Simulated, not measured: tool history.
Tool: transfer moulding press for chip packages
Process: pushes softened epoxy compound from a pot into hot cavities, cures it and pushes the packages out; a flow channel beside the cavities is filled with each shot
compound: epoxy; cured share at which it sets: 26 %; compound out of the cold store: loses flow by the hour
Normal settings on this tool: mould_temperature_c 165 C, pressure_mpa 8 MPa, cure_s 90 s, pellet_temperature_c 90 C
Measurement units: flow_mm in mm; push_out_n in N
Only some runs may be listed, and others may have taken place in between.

| run | hour | mould_temperature_c | pressure_mpa | cure_s | pellet_temperature_c | incoming compound's hours out of the cold store | flow_mm | push_out_n |
|---|---|---|---|---|---|---|---|---|
| 1 | 0 | 165 | 8 | 90 | 90 | 37.1 | 950 | 335 |
| 2 | 16.4 | 165 | 8 | 90 | 90 | 37.9 | 947 | 352 |
|  | 20.3 | cavities cleaned with cleaning compound and waxed |
| 3 | 25.8 | 165 | 8 | 111 | 90 | 42.2 | 930 | 229 |
| 4 | 44.4 | 165 | 8 | 90 | 90 | 15.3 | 1005 | 346 |
|  | 64.5 | cavities cleaned with cleaning compound and waxed |
| 5 | 64.5 | 165 | 8 | 90 | 90 | 21.3 | 987 | 247 |
| 6 | 76.8 | 165 | 8 | 90 | 90 | 8.3 | 1023 | 316 |
| 7 | 95.3 | 165 | 8 | 90 | 90 | 40.4 | 922 | 338 |
|  | 108.6 | cavities cleaned with cleaning compound and waxed |
| 8 | 113.1 | 165 | 8 | 90 | 90 | 14.9 | 993 | 279 |
| 9 | 131.8 | 165 | 8 | 88 | 90 | 22.2 | 969 | 366 |
| 10 | 149.9 | 165 | 8 | 111 | 92 | 38 | 929 | 285 |
|  | 152.4 | cavities cleaned with cleaning compound and waxed |
| 11 | 161.8 | 165 | 8 | 126 | 92 | 27.2 | 955 | 235 |
|  | 171.6 | plunger's sealing rings changed |
| 12 | 175.4 | 161 | 9.08 | 126 | 86 | 22 | 1081 | 272 |
| 13 | 190.5 | 161 | 9.08 | 126 | 86 | 36.1 | 1040 | 289 |
|  | 199.5 | cavities cleaned with cleaning compound and waxed |
| 14 | 205.4 | 157 | 6.38 | 77 | 84 | 45.9 | 849 | 684 |
| 15 | 217 | 157 | 6.38 | 77 | 84 | 18.3 | 920 | 842 |
| 16 | 234.9 | 157 | 6.38 | 77 | 84 | 42.4 | 847 | 864 |
|  | 243.4 | cavities cleaned with cleaning compound and waxed |
| 17 | 249.1 | 172 | 7.3 | 90 | 81 | 35.6 | 891 | 219 |
| 18 | 262.7 | 157 | 6.34 | 90 | 81 | 29.3 | 879 | 573 |

Forecast each of these 3 alternatives for the next run:
| A | 277.9 | 165 | 8 | 79 | 93 | 12.4 | ? | ? |
| B | 277.9 | 165 | 8.38 | 97 | 90 | 37.1 | ? | ? |
| C | 277.9 | 165 | 9.73 | 72 | 90 | 39.9 | ? | ? |

| run | flow_mm | push_out_n |
|---|---|---|
| A | 1010 | 445 |
| B | 959 | 314 |
| C | 1027 | 530 |
What these runs would have given with no unlogged condition in the tool:
| run | flow_mm | push_out_n |
|---|---|---|
| A | 1031 | 323 |
| B | 978 | 223 |
| C | 1048 | 383 |
